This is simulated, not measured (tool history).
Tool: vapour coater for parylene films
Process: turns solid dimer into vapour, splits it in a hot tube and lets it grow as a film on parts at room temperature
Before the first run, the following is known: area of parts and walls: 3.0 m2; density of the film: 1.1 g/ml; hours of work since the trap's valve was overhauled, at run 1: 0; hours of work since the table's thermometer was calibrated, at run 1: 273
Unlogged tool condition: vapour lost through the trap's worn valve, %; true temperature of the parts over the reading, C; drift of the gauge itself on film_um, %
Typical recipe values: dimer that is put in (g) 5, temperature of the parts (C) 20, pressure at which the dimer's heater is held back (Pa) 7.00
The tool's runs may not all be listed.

run	hour	dimer that is put in (g)	temperature of the parts (C)	pressure at which the dimer's heater is held back (Pa)	hours of work since the trap's valve was overhauled	hours of work since the table's thermometer was calibrated	thickness of the film (µm)
1	0.0	5	20	7.00	0	273	0.739
2	31.2	5	20	7.00	24	297	0.743
3	70.5	5	20	3.40	55	328	0.812
4	104.2	5	20	3.40	82	354	0.810
5	158.3	5	20	3.40	124	397	0.818
6	213.3	5	20	3.40	167	440	0.818
7	245.6	5	20	3.40	192	465	0.810
8	307.2	5	20	3.40	241	513	0.811
9	343.5	5	20	3.40	269	542	0.815
10	370.7	5	20	3.40	290	563	0.810
11	408.5	5	20	3.32	320	593	0.815
12	444.8	5	20	3.32	348	621	0.805
13	486.5	4	20	7.00	381	654	0.587
14	526.8	5	20	7.00	413	685	0.734
15	555.8	5	20	7.00	435	708	0.733
16	605.4	5	20	7.00	474	747	0.743
17	652.8	5	20	7.00	511	784	0.739
18	680.4	5	27	7.00	533	806	0.612
19	736.2	3	20	9.59	577	849	0.428
20	799.2	3	20	9.59	626	899	0.420
21	848.5	5	24	2.77	665	937	0.755
# hour 877.6: trap's valve overhauled
22	901.2	6	28	7.99	18	976	0.706
23	963.3	3	25	2.32	67	1024	0.447
24	1016.2	8	24	7.14	109	1066	1.054
25	1056.1	3	20	5.67	140	1097	0.453
26	1111.4	3	20	5.67	183	1140	0.455
27	1168.2	3	20	5.67	228	1185	0.452
28	1220.3	6	16	2.35	268	1226	1.141
29	1256.1	6	17	2.18	296	1254	1.120
30	1312.4	3	17	2.18	341	1298	0.564
31	1369.3	3	17	2.18	385	1342	0.563
32	1434.1	3	17	2.18	436	1393	0.559
33	1466.5	6	14	3.42	461	1418	1.134
34	1496.6	7	14	2.17	485	1442	1.424
35	1534.2	7	14	2.17	514	1471	1.413
36	1601.8	2	13	2.17	567	1524	0.412

Across each entry between runs, compare the hidden state at the last listed run before it with the hidden state at the first listed run after it:
After run 21, before run 22: trap's valve overhauled (hour 877.6)
  vapour lost through the trap's worn valve, %: 0.1 -> 0
